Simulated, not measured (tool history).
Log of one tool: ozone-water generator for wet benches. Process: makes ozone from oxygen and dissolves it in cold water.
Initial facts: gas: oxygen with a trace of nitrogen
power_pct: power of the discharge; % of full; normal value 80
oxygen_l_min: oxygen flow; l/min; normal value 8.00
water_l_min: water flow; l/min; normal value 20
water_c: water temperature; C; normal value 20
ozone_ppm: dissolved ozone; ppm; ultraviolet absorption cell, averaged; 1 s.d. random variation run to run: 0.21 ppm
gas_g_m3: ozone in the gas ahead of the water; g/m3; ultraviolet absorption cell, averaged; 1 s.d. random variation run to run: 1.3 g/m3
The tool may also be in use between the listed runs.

Run 1, hour 0.0: usual settings. Result: ozone_ppm 28.0 ppm, gas_g_m3 233.0 g/m3.
Run 2, hour 63.0: usual settings. Result: ozone_ppm 28.4 ppm, gas_g_m3 234.9 g/m3.
Run 3, hour 110.2: usual settings. Result: ozone_ppm 28.2 ppm, gas_g_m3 235.4 g/m3.
Run 4, hour 164.7: usual settings. Result: ozone_ppm 28.1 ppm, gas_g_m3 229.3 g/m3.
Run 5, hour 217.6: usual settings. Result: ozone_ppm 28.2 ppm, gas_g_m3 232.3 g/m3.
Run 6, hour 259.6: usual settings. Result: ozone_ppm 27.7 ppm, gas_g_m3 234.4 g/m3.
Run 7, hour 346.9: usual settings. Result: ozone_ppm 27.6 ppm, gas_g_m3 230.7 g/m3.
Run 8, hour 392.7: usual settings. Result: ozone_ppm 27.7 ppm, gas_g_m3 230.4 g/m3.
Run 9, hour 477.9: usual settings. Result: ozone_ppm 27.8 ppm, gas_g_m3 231.1 g/m3.
Run 10, hour 544.0: usual settings but water_l_min 14 l/min. Result: ozone_ppm 34.4 ppm, gas_g_m3 229.6 g/m3.
Run 11, hour 626.2: usual settings but water_l_min 14 l/min. Result: ozone_ppm 34.9 ppm, gas_g_m3 228.8 g/m3.
Run 12, hour 694.5: usual settings but water_l_min 14 l/min. Result: ozone_ppm 34.0 ppm, gas_g_m3 228.3 g/m3.
Run 13, hour 737.4: usual settings but water_l_min 14 l/min. Result: ozone_ppm 34.5 ppm, gas_g_m3 229.3 g/m3.
Run 14, hour 795.0: usual settings but water_l_min 14 l/min. Result: ozone_ppm 34.6 ppm, gas_g_m3 227.2 g/m3.
Run 15, hour 874.6: usual settings but water_l_min 14 l/min. Result: ozone_ppm 33.9 ppm, gas_g_m3 227.1 g/m3.
Run 16, hour 930.5: usual settings but water_l_min 14 l/min. Result: ozone_ppm 33.9 ppm, gas_g_m3 227.0 g/m3.
Run 17, hour 976.9: usual settings but oxygen_l_min 4.31 l/min, water_l_min 26 l/min. Result: ozone_ppm 22.1 ppm, gas_g_m3 321.9 g/m3.
Run 18, hour 1030.0: usual settings but oxygen_l_min 4.31 l/min, water_l_min 26 l/min. Result: ozone_ppm 22.1 ppm, gas_g_m3 322.5 g/m3.
Run 19, hour 1116.8: usual settings but oxygen_l_min 5.87 l/min, water_l_min 23 l/min. Result: ozone_ppm 25.1 ppm, gas_g_m3 268.7 g/m3.

For run 20, what comes out?
Run 20, hour 1195.8: usual settings but power_pct 43 % of full, water_l_min 14 l/min. Result: ozone_ppm ?, gas_g_m3 ?.

ozone_ppm: 20.3 ppm
gas_g_m3: 135.7 g/m3
The same run, on a tool lacking any hidden state, would have yielded ozone_ppm 22.7 ppm, gas_g_m3 142.4 g/m3.
